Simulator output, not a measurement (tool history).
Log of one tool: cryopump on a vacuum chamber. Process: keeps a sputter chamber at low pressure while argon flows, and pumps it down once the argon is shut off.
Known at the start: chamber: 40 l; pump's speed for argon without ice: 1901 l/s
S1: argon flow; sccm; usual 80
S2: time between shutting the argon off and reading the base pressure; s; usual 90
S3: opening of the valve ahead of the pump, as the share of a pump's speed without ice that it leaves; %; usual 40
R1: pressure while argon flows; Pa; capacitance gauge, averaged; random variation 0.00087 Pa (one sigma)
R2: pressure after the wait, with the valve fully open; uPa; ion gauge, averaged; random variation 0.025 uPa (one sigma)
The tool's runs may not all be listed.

run,day,S1,S2,S3,R1,R2
1,0,80,90,40,0.1805,1.22
2,3.083,80,90,40,0.1811,1.34
3,6.354,80,90,40,0.1837,1.36
4,8.488,80,90,40,0.1834,1.34
5,11.238,80,90,40,0.1812,1.39
6,13.154,80,90,40,0.1833,1.4
7,15.471,80,90,40,0.1839,1.42
8,18.238,80,39,40,0.1832,2.57
9,20.179,80,90,40,0.1849,1.48
10,23.525,80,90,18,0.406,1.51
11,25.379,97,90,40,0.2254,1.48
12,28.096,80,276,40,0.1853,1.03
13,29.808,80,276,40,0.1853,1
14,33.204,80,90,40,0.1866,1.67
15,36.958,80,90,40,0.1873,1.67
16,38.483,80,97,40,0.1893,1.65
17,41.338,80,97,40,0.1885,1.61
18,44.112,63,97,40,0.1495,1.73
19,46.958,40,47,19,0.1925,2.54
20,49.883,40,47,19,0.1947,2.65
21,52.433,40,47,19,0.1933,2.56
22,54.142,37,122,21,0.1629,1.72
23,57.704,36,90,40,0.0877,1.93
# day 59.704: pump warmed up, emptied and cooled again
24,61.312,39,48,40,0.0895,2.56
25,63.962,39,81,40,0.088,1.9
26,67.575,39,81,40,0.0903,1.94
27,69.308,74,46,22,0.3058,2.77
28,71.792,106,26,22,0.4374,3.94
29,74.604,106,26,22,0.4379,4.04
30,76.267,36,115,40,0.0835,1.81
31,77.958,41,115,26,0.1441,1.86
32,81.458,42,115,26,0.1483,1.91
33,84.175,80,299,40,0.1864,1.51

The same runs without the tool's hidden state, with the same run-to-run variation:
The hidden state here: pump's speed, % of a pump's without ice; cold plate's temperature, K; leak into the chamber, uPa l/s; drift of the gauge itself on working_pa, %; drift of the gauge itself on base_upa, %.
run,R1,R2
1,0.1776,0.95
2,0.1776,1.03
3,0.1796,1.01
4,0.1789,0.99
5,0.1763,1.01
6,0.178,0.99
7,0.1782,0.99
8,0.1769,2.11
9,0.1783,0.99
10,0.3986,0.99
11,0.216,0.95
12,0.177,0.46
13,0.1767,0.41
14,0.1772,1.02
15,0.1772,0.99
16,0.1787,0.95
17,0.1774,0.89
18,0.1403,0.96
19,0.1863,1.73
20,0.1881,1.79
21,0.1865,1.7
22,0.1564,0.81
23,0.081,0.99
24,0.0874,1.73
25,0.0856,1.05
26,0.0875,1.04
27,0.3003,1.83
28,0.4288,2.99
29,0.4286,3.03
30,0.0801,0.79
31,0.1402,0.82
32,0.1439,0.79
33,0.1775,0.39
